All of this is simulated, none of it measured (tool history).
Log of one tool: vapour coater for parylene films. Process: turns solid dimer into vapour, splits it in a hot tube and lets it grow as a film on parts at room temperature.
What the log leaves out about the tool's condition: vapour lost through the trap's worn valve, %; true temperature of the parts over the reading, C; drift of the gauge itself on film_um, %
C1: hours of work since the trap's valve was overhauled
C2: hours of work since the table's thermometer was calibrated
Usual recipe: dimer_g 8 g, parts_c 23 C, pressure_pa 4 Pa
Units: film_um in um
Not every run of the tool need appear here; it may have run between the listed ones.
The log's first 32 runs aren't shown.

{"run": 33, "day": 21.712, "dimer_g": 4, "parts_c": 21, "pressure_pa": 4, "C1": 387, "C2": 881, "film_um": 0.98}
{"run": 34, "day": 22.421, "dimer_g": 4, "parts_c": 25, "pressure_pa": 7.3, "C1": 399, "C2": 893, "film_um": 0.85}
{"run": 35, "day": 22.838, "dimer_g": 4, "parts_c": 19, "pressure_pa": 3.45, "C1": 406, "C2": 900, "film_um": 1.04}
{"run": 36, "day": 23.721, "dimer_g": 13, "parts_c": 23, "pressure_pa": 10.16, "C1": 421, "C2": 915, "film_um": 2.71}
{"run": 37, "day": 24.271, "dimer_g": 4, "parts_c": 19, "pressure_pa": 4, "C1": 430, "C2": 924, "film_um": 1.03}
{"run": 38, "day": 24.971, "dimer_g": 3, "parts_c": 19, "pressure_pa": 2.95, "C1": 442, "C2": 936, "film_um": 0.81}
{"day": 25.558, "done": "trap's valve overhauled"}
{"run": 39, "day": 26.079, "dimer_g": 7, "parts_c": 33, "pressure_pa": 4, "C1": 9, "C2": 952, "film_um": 1.4}
{"run": 40, "day": 26.512, "dimer_g": 6, "parts_c": 20, "pressure_pa": 3.56, "C1": 16, "C2": 959, "film_um": 1.55}

Below are 3 alternative next runs, each starting from the tool's condition after run 40. Predict each:
{"run": "A", "day": 27.471, "dimer_g": 5, "parts_c": 16, "pressure_pa": 4.02, "C1": 32, "C2": 975, "film_um": "?"}
{"run": "B", "day": 27.471, "dimer_g": 3, "parts_c": 23, "pressure_pa": 4, "C1": 32, "C2": 975, "film_um": "?"}
{"run": "C", "day": 27.471, "dimer_g": 7, "parts_c": 21, "pressure_pa": 2.61, "C1": 32, "C2": 975, "film_um": "?"}

run=A film_um=1.38
run=B film_um=0.72
run=C film_um=1.85
With the hidden condition removed and each run's random variation left untouched, the same runs would have given:
run=A film_um=1.37
run=B film_um=0.71
run=C film_um=1.83

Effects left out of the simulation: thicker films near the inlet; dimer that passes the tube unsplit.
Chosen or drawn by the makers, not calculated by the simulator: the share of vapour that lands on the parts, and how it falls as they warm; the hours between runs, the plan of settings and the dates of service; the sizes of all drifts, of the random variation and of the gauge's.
